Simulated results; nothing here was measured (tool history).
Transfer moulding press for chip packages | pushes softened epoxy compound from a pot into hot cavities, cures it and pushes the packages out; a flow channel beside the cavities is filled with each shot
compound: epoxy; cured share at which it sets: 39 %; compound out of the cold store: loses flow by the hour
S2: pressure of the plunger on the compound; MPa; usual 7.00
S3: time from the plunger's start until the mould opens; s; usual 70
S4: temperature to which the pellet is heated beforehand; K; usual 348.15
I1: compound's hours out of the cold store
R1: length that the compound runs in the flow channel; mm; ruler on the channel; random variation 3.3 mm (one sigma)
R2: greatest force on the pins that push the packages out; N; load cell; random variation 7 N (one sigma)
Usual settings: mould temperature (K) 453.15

{"run": 1, "day": 0.0, "mould temperature (K)": 453.15, "S2": 7.0, "S3": 70, "S4": 348.15, "I1": 25.2, "R1": 940, "R2": 463}
{"day": 1.362, "done": "cavities cleaned with cleaning compound and waxed"}
{"run": 2, "day": 2.083, "mould temperature (K)": 453.15, "S2": 7.0, "S3": 70, "S4": 348.15, "I1": 17.7, "R1": 948, "R2": 450}
{"day": 3.158, "done": "plunger's sealing rings changed"}
{"day": 3.896, "done": "cavities cleaned with cleaning compound and waxed"}
{"run": 3, "day": 3.896, "mould temperature (K)": 460.15, "S2": 7.0, "S3": 70, "S4": 348.15, "I1": 26.2, "R1": 939, "R2": 185}
{"day": 5.142, "done": "mould's thermocouples calibrated"}
{"run": 4, "day": 5.412, "mould temperature (K)": 453.15, "S2": 7.0, "S3": 70, "S4": 349.15, "I1": 23.8, "R1": 973, "R2": 552}
{"day": 6.417, "done": "cavities cleaned with cleaning compound and waxed"}
{"run": 5, "day": 7.671, "mould temperature (K)": 453.15, "S2": 7.0, "S3": 70, "S4": 349.15, "I1": 24.8, "R1": 963, "R2": 523}
{"day": 9.033, "done": "cavities cleaned with cleaning compound and waxed"}
{"run": 6, "day": 9.512, "mould temperature (K)": 453.15, "S2": 7.0, "S3": 70, "S4": 349.15, "I1": 33.7, "R1": 929, "R2": 424}
{"run": 7, "day": 10.504, "mould temperature (K)": 459.15, "S2": 7.0, "S3": 70, "S4": 348.15, "I1": 38.5, "R1": 885, "R2": 381}
{"day": 11.629, "done": "cavities cleaned with cleaning compound and waxed"}
{"run": 8, "day": 12.054, "mould temperature (K)": 459.15, "S2": 5.66, "S3": 70, "S4": 348.15, "I1": 41.8, "R1": 783, "R2": 284}
{"day": 14.079, "done": "cavities cleaned with cleaning compound and waxed"}
{"run": 9, "day": 14.238, "mould temperature (K)": 459.15, "S2": 5.66, "S3": 70, "S4": 348.15, "I1": 48.0, "R1": 762, "R2": 241}
{"day": 15.242, "done": "plunger's sealing rings changed"}
{"run": 10, "day": 15.971, "mould temperature (K)": 459.15, "S2": 5.66, "S3": 70, "S4": 348.15, "I1": 15.4, "R1": 875, "R2": 380}
{"day": 16.7, "done": "cavities cleaned with cleaning compound and waxed"}
{"run": 11, "day": 17.217, "mould temperature (K)": 457.15, "S2": 7.0, "S3": 70, "S4": 348.15, "I1": 38.0, "R1": 914, "R2": 349}
{"run": 12, "day": 18.175, "mould temperature (K)": 457.15, "S2": 7.0, "S3": 70, "S4": 348.15, "I1": 45.1, "R1": 891, "R2": 403}
{"day": 19.192, "done": "cavities cleaned with cleaning compound and waxed"}
{"run": 13, "day": 20.333, "mould temperature (K)": 453.15, "S2": 7.0, "S3": 70, "S4": 351.15, "I1": 23.5, "R1": 959, "R2": 499}
{"day": 21.621, "done": "cavities cleaned with cleaning compound and waxed"}
{"run": 14, "day": 21.758, "mould temperature (K)": 450.15, "S2": 8.32, "S3": 72, "S4": 354.15, "I1": 9.6, "R1": 1104, "R2": 392}
{"run": 15, "day": 23.442, "mould temperature (K)": 450.15, "S2": 8.32, "S3": 72, "S4": 354.15, "I1": 31.2, "R1": 1020, "R2": 599}

The next listed run, before its measurement:
{"day": 24.133, "done": "cavities cleaned with cleaning compound and waxed"}
{"run": 16, "day": 24.529, "mould temperature (K)": 445.15, "S2": 7.0, "S3": 87, "S4": 348.15, "I1": 34.1, "R1": "?", "R2": "?"}

R1: 952 mm
R2: 407 N
Without the tool's hidden state the same run would have given R1 995 mm, R2 279 N.

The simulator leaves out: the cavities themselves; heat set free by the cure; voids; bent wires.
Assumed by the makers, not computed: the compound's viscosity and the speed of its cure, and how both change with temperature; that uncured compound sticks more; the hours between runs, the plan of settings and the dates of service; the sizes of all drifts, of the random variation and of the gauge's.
